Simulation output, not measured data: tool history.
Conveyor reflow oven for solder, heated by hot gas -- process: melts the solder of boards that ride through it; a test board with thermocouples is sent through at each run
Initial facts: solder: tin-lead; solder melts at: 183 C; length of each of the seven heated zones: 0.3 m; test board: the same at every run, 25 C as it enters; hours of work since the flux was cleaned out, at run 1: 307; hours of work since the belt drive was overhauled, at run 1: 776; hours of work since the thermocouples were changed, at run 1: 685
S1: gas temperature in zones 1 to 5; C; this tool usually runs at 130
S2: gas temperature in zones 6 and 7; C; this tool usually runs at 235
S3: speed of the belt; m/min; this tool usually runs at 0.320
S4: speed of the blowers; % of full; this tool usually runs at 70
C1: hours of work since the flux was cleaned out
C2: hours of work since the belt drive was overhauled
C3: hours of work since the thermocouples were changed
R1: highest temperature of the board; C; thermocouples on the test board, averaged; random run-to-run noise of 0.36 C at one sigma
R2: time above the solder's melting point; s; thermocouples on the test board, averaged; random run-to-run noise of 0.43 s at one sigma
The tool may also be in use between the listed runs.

run,day,S1,S2,S3,S4,C1,C2,C3,R1,R2
1,0.000,130,235,0.320,70,307,776,685,217.7,82.8
2,0.575,130,235,0.372,70,318,786,696,212.6,64.4
3,1.092,130,235,0.372,70,328,796,706,212.1,64.1
4,1.762,130,235,0.372,70,341,809,719,212.6,64.5
5,2.592,130,235,0.372,70,357,825,734,212.0,63.9
# day 3.033: belt drive overhauled, speed set with a stopwatch
6,3.579,130,235,0.372,70,372,10,750,212.0,63.8
7,4.467,130,235,0.372,70,389,27,767,212.2,64.1
8,5.454,130,235,0.372,70,408,46,786,212.1,64.0
# day 6.121: belt drive overhauled, speed set with a stopwatch, once more
9,6.400,130,235,0.345,70,423,5,801,214.2,70.9
# day 7.033: flux residue cleaned out of gas plates and filters
10,7.467,130,239,0.320,70,8,22,817,222.9,86.9
11,8.167,121,235,0.320,70,22,35,830,217.4,79.3
12,9.212,130,235,0.320,70,42,55,850,218.8,84.3
13,10.204,127,235,0.320,70,60,74,869,218.1,81.6
14,10.696,129,235,0.320,70,70,83,878,217.9,83.4
15,11.683,129,225,0.320,70,88,102,897,208.4,72.6
16,12.308,129,225,0.320,70,100,114,909,208.9,72.6
# day 12.658: thermocouples of zones 6 and 7 changed
17,12.888,126,235,0.352,70,110,123,4,218.7,73.7
18,13.700,137,234,0.318,52,125,139,20,218.4,86.0
19,14.562,118,233,0.320,62,142,155,36,216.5,76.2
20,15.421,138,231,0.324,83,158,171,53,220.6,89.5
21,16.383,138,231,0.324,83,176,190,71,220.8,89.0
22,16.979,126,242,0.267,83,188,201,82,233.4,116.1
23,17.667,126,242,0.267,83,201,214,95,233.6,115.0
24,18.338,143,247,0.365,83,213,227,108,231.7,88.6
25,18.892,143,247,0.365,83,224,237,119,231.7,89.1
26,19.375,143,233,0.365,53,233,247,128,214.1,71.3
27,20.188,119,248,0.307,73,249,262,143,233.2,96.8
28,21.229,119,248,0.307,73,268,282,163,233.6,96.7
29,21.912,119,248,0.307,73,281,295,176,232.5,96.2
30,22.875,119,248,0.307,73,300,313,194,232.5,95.5

Take each entry between the runs: how does the hidden state at the last listed run before it differ from the hidden state at the first listed run after it?
After run 5, before run 6: belt drive overhauled, speed set with a stopwatch (day 3.033)
  heat that the gas passes to the board, % of a clean oven's: 88.7 -> 88.2; belt's true speed, % of the reading: 99.05 -> 98.45; true gas temperature in zones 6 and 7 over the reading, C: -3.18 -> -3.24
  measured value less the no-hidden-state value, R1: -5.4 -> -5.5 C; R2: -5.9 -> -5.4 s
After run 8, before run 9: belt drive overhauled, speed set with a stopwatch, once more (day 6.121)
  heat that the gas passes to the board, % of a clean oven's: 87.2 -> 86.8; belt's true speed, % of the reading: 98.41 -> 99.92; true gas temperature in zones 6 and 7 over the reading, C: -3.37 -> -3.43
  measured value less the no-hidden-state value, R1: -5.8 -> -6.3 C; R2: -5.9 -> -7.6 s
After run 9, before run 10: flux residue cleaned out of gas plates and filters (day 7.033)
  heat that the gas passes to the board, % of a clean oven's: 86.8 -> 99.6; belt's true speed, % of the reading: 99.92 -> 99.91; true gas temperature in zones 6 and 7 over the reading, C: -3.43 -> -3.5
  measured value less the no-hidden-state value, R1: -6.3 -> -3.3 C; R2: -7.6 -> -2.8 s
After run 16, before run 17: thermocouples of zones 6 and 7 changed (day 12.658)
  heat that the gas passes to the board, % of a clean oven's: 96.8 -> 96.5; belt's true speed, % of the reading: 99.82 -> 99.81; true gas temperature in zones 6 and 7 over the reading, C: -3.85 -> 0.51
  measured value less the no-hidden-state value, R1: -4.1 -> -0.3 C; R2: -5.3 -> -0.4 s

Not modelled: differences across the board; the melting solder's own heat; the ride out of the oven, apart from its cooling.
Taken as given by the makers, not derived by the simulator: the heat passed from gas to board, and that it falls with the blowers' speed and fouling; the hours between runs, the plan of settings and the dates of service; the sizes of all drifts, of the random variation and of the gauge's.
